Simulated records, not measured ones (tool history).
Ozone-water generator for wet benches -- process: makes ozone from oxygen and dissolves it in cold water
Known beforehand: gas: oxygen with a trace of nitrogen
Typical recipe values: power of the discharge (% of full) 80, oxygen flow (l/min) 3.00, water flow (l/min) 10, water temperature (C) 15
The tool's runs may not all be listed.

run     day  power of the discharge (% of full)  oxygen flow (l/min)  water flow (l/min)  water temperature (C)  dissolved ozone (ppm)  ozone in the gas ahead of the water (g/m3)
  1   0.000                                  80                 3.00                  10                     15                   32.1                                       298.3
  2   1.154                                  80                 3.00                  10                     15                   32.1                                       296.3
  3   1.946                                  80                 3.00                  10                     15                   31.8                                       294.5
  4   3.000                                  80                 3.00                   8                     15                   38.9                                       298.6
  5   4.004                                  80                 3.00                  10                     15                   32.3                                       295.2
  6   5.300                                  80                 3.00                  10                     15                   31.7                                       297.6
  7   6.688                                  80                 3.00                  10                     15                   32.0                                       295.4
  8   7.896                                  75                 3.00                  10                     15                   31.0                                       284.8
  9   9.379                                  75                 3.00                  10                     15                   31.0                                       284.1
 10  10.875                                  52                 3.00                  11                     15                   23.1                                       231.4

For run 11, what comes out?
 11  11.946                                  58                 1.53                  13                     19                      ?                                           ?

{"run 11": {"dissolved ozone (ppm)": 17.2, "ozone in the gas ahead of the water (g/m3)": 327.0}}
On a tool with no hidden condition, and with the same random variation, this run would have come out at dissolved ozone (ppm) 17.3, ozone in the gas ahead of the water (g/m3) 327.1.
